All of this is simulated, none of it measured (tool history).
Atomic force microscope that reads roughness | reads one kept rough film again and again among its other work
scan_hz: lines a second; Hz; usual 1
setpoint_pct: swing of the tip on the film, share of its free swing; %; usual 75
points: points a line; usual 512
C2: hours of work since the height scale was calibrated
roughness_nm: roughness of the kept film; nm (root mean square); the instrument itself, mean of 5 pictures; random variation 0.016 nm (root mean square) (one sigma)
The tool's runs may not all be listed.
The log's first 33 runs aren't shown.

{"run": 34, "hour": 646.2, "scan_hz": 0.85, "setpoint_pct": 66, "points": 441, "pictures with this tip": 200, "C2": 693, "roughness_nm": 3.932}
{"run": 35, "hour": 673.7, "scan_hz": 0.85, "setpoint_pct": 62, "points": 441, "pictures with this tip": 222, "C2": 704, "roughness_nm": 3.981}
{"hour": 678.5, "done": "new tip fitted"}
{"run": 36, "hour": 690.7, "scan_hz": 0.85, "setpoint_pct": 62, "points": 441, "pictures with this tip": 10, "C2": 710, "roughness_nm": 3.958}
{"run": 37, "hour": 714.6, "scan_hz": 2.25, "setpoint_pct": 74, "points": 512, "pictures with this tip": 30, "C2": 720, "roughness_nm": 3.671}
{"run": 38, "hour": 726.0, "scan_hz": 0.54, "setpoint_pct": 77, "points": 939, "pictures with this tip": 39, "C2": 724, "roughness_nm": 3.957}
{"run": 39, "hour": 747.6, "scan_hz": 0.54, "setpoint_pct": 77, "points": 939, "pictures with this tip": 57, "C2": 733, "roughness_nm": 3.951}
{"run": 40, "hour": 772.4, "scan_hz": 1, "setpoint_pct": 72, "points": 1016, "pictures with this tip": 77, "C2": 743, "roughness_nm": 3.906}
{"run": 41, "hour": 784.5, "scan_hz": 2.2, "setpoint_pct": 75, "points": 790, "pictures with this tip": 87, "C2": 748, "roughness_nm": 3.699}
{"run": 42, "hour": 809.9, "scan_hz": 1.69, "setpoint_pct": 62, "points": 790, "pictures with this tip": 108, "C2": 758, "roughness_nm": 3.947}
{"run": 43, "hour": 824.6, "scan_hz": 3.59, "setpoint_pct": 62, "points": 512, "pictures with this tip": 120, "C2": 764, "roughness_nm": 3.761}
{"run": 44, "hour": 837.0, "scan_hz": 3.59, "setpoint_pct": 62, "points": 512, "pictures with this tip": 130, "C2": 769, "roughness_nm": 3.746}
{"run": 45, "hour": 853.9, "scan_hz": 3.35, "setpoint_pct": 75, "points": 512, "pictures with this tip": 144, "C2": 776, "roughness_nm": 3.506}
{"run": 46, "hour": 871.9, "scan_hz": 3.48, "setpoint_pct": 88, "points": 512, "pictures with this tip": 159, "C2": 783, "roughness_nm": 3.117}
{"run": 47, "hour": 897.3, "scan_hz": 1.58, "setpoint_pct": 88, "points": 512, "pictures with this tip": 180, "C2": 794, "roughness_nm": 3.558}

Forecast each of these 4 alternatives for the next run:
{"run": "A", "hour": 924.2, "scan_hz": 0.52, "setpoint_pct": 71, "points": 512, "pictures with this tip": 202, "C2": 804, "roughness_nm": "?"}
{"run": "B", "hour": 924.2, "scan_hz": 0.52, "setpoint_pct": 75, "points": 458, "pictures with this tip": 202, "C2": 804, "roughness_nm": "?"}
{"run": "C", "hour": 924.2, "scan_hz": 1.58, "setpoint_pct": 56, "points": 323, "pictures with this tip": 202, "C2": 804, "roughness_nm": "?"}
{"run": "D", "hour": 924.2, "scan_hz": 1, "setpoint_pct": 75, "points": 1010, "pictures with this tip": 202, "C2": 804, "roughness_nm": "?"}

run=A roughness_nm=3.944
run=B roughness_nm=3.934
run=C roughness_nm=3.916
run=D roughness_nm=3.876
Without the tool's hidden state the same runs would have given:
run=A roughness_nm=3.96
run=B roughness_nm=3.95
run=C roughness_nm=3.932
run=D roughness_nm=3.892
